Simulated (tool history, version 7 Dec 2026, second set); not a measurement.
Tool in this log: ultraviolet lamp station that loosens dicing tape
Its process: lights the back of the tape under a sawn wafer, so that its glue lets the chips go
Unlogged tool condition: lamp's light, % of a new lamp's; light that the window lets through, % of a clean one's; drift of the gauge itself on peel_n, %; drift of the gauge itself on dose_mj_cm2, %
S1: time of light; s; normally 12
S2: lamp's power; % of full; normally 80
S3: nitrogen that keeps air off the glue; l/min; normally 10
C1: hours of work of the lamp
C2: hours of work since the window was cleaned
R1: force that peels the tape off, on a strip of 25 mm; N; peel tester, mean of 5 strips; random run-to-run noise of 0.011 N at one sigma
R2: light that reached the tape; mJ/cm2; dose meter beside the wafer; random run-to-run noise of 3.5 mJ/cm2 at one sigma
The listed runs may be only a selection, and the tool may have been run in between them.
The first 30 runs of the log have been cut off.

{"run": 31, "hour": 880.5, "S1": 19, "S2": 85, "S3": 6, "C1": 1137, "C2": 29, "R1": 0.258, "R2": 953}
{"run": 32, "hour": 910.4, "S1": 11, "S2": 85, "S3": 6, "C1": 1155, "C2": 47, "R1": 0.659, "R2": 550}
{"run": 33, "hour": 927.9, "S1": 10, "S2": 80, "S3": 15, "C1": 1166, "C2": 58, "R1": 0.6, "R2": 472}
{"run": 34, "hour": 962.9, "S1": 8, "S2": 62, "S3": 9, "C1": 1187, "C2": 79, "R1": 1.405, "R2": 291}
{"run": 35, "hour": 983.5, "S1": 10, "S2": 60, "S3": 17, "C1": 1199, "C2": 91, "R1": 0.877, "R2": 355}
{"run": 36, "hour": 1014.8, "S1": 7, "S2": 98, "S3": 5, "C1": 1218, "C2": 110, "R1": 1.155, "R2": 404}
{"run": 37, "hour": 1043.1, "S1": 9, "S2": 73, "S3": 7, "C1": 1235, "C2": 127, "R1": 1.039, "R2": 389}
{"run": 38, "hour": 1076.6, "S1": 17, "S2": 80, "S3": 11, "C1": 1255, "C2": 147, "R1": 0.267, "R2": 789}
{"run": 39, "hour": 1104.9, "S1": 13, "S2": 77, "S3": 18, "C1": 1272, "C2": 164, "R1": 0.376, "R2": 587}
{"run": 40, "hour": 1128.2, "S1": 13, "S2": 94, "S3": 18, "C1": 1286, "C2": 178, "R1": 0.256, "R2": 723}
{"run": 41, "hour": 1158.2, "S1": 9, "S2": 62, "S3": 10, "C1": 1304, "C2": 196, "R1": 1.138, "R2": 331}
{"hour": 1185.4, "done": "window cleaned of glue's vapour"}
{"run": 42, "hour": 1188.7, "S1": 9, "S2": 62, "S3": 10, "C1": 1322, "C2": 2, "R1": 1.19, "R2": 327}

Here are 4 independent what-if runs from the current tool condition. What would each one return?
{"run": "A", "hour": 1219.4, "S1": 9, "S2": 62, "S3": 14, "C1": 1341, "C2": 20, "R1": "?", "R2": "?"}
{"run": "B", "hour": 1219.4, "S1": 12, "S2": 80, "S3": 10, "C1": 1341, "C2": 20, "R1": "?", "R2": "?"}
{"run": "C", "hour": 1219.4, "S1": 12, "S2": 64, "S3": 4, "C1": 1341, "C2": 20, "R1": "?", "R2": "?"}
{"run": "D", "hour": 1219.4, "S1": 22, "S2": 80, "S3": 4, "C1": 1341, "C2": 20, "R1": "?", "R2": "?"}

run=A R1=1.035 R2=327
run=B R1=0.502 R2=557
run=C R1=1.096 R2=452
run=D R1=0.274 R2=1035
Had the tool no hidden state, the same runs would have come out as:
run=A R1=1.03 R2=328
run=B R1=0.499 R2=559
run=C R1=1.091 R2=453
run=D R1=0.272 R2=1038
